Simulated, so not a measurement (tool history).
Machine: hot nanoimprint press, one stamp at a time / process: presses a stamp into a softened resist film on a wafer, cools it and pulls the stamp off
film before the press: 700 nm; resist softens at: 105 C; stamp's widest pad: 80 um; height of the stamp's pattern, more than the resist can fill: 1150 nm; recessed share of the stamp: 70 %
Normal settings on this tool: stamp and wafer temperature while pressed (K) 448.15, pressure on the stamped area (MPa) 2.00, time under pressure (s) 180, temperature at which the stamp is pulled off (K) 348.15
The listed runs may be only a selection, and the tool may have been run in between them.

| run | day | stamp and wafer temperature while pressed (K) | pressure on the stamped area (MPa) | time under pressure (s) | temperature at which the stamp is pulled off (K) | resist left under the stamp's widest pad (angstrom) | greatest force while the stamp is pulled off (N) |
|---|---|---|---|---|---|---|---|
| 1 | 0.000 | 448.15 | 2.00 | 180 | 348.15 | 3544 | 197 |
| 2 | 1.350 | 448.15 | 2.00 | 180 | 348.15 | 3568 | 203 |
| 3 | 3.179 | 448.15 | 2.00 | 180 | 348.15 | 3572 | 193 |
| 4 | 5.071 | 441.15 | 2.00 | 180 | 348.15 | 4362 | 206 |
| 5 | 6.783 | 448.15 | 2.91 | 180 | 348.15 | 2975 | 143 |
| 6 | 7.775 | 447.15 | 2.00 | 180 | 348.15 | 3706 | 149 |
| 7 | 9.229 | 448.15 | 2.00 | 180 | 348.15 | 3607 | 139 |
| 8 | 11.183 | 444.15 | 2.00 | 180 | 348.15 | 4033 | 147 |
| 9 | 13.121 | 437.15 | 2.00 | 180 | 348.15 | 4982 | 151 |
| 10 | 14.288 | 437.15 | 2.00 | 180 | 348.15 | 4686 | 152 |
| 11 | 15.425 | 437.15 | 1.54 | 180 | 348.15 | 5090 | 151 |
| 12 | 16.967 | 437.15 | 1.54 | 180 | 348.15 | 5200 | 158 |
| 13 | 18.208 | 445.15 | 2.00 | 119 | 354.15 | 4256 | 144 |
| 14 | 19.588 | 448.15 | 1.62 | 182 | 348.15 | 3827 | 162 |
| 15 | 20.475 | 448.15 | 2.27 | 180 | 348.15 | 3245 | 165 |
| 16 | 22.267 | 448.15 | 2.27 | 180 | 348.15 | 3233 | 170 |
| 17 | 23.142 | 448.15 | 1.39 | 180 | 348.15 | 4142 | 170 |
| 18 | 25.204 | 445.15 | 3.13 | 140 | 337.15 | 3338 | 208 |
| 19 | 27.167 | 437.15 | 2.00 | 197 | 348.15 | 4666 | 183 |
| 20 | 28.125 | 448.15 | 1.78 | 180 | 342.15 | 3711 | 200 |
| 21 | 29.354 | 448.15 | 1.78 | 180 | 342.15 | 3720 | 204 |
| 22 | 30.688 | 460.15 | 1.78 | 180 | 344.15 | 2649 | 201 |
| 23 | 32.442 | 460.15 | 1.78 | 180 | 344.15 | 2693 | 203 |

Put back what was entered between runs (2 entries, withheld): which listed runs does each sit between, and how does the hidden state differ from the listed run before to the listed run after?
In the gap between runs 4 and 5: stamp cleaned and given a new release coat (day 6.454)
  true temperature over the reading, C: -1.27 -> -1.32; pressure that arrives at the usual setting, %: 98.53 -> 98.46; grip of the stamp's worn release coat, % over a new coat's: 49.2 -> 0.5
  the result without the hidden state subtracted from the measured one, resist left under the stamp's widest pad (angstrom): +181 -> +157; greatest force while the stamp is pulled off (N): +71 -> +4
In the gap between runs 9 and 10: plate thermocouple calibrated (day 14.208)
  true temperature over the reading, C: -1.55 -> 0.09; pressure that arrives at the usual setting, %: 98.14 -> 98.09; grip of the stamp's worn release coat, % over a new coat's: 9.6 -> 11.1
  the result without the hidden state subtracted from the measured one, resist left under the stamp's widest pad (angstrom): +233 -> +23; greatest force while the stamp is pulled off (N): +17 -> +15

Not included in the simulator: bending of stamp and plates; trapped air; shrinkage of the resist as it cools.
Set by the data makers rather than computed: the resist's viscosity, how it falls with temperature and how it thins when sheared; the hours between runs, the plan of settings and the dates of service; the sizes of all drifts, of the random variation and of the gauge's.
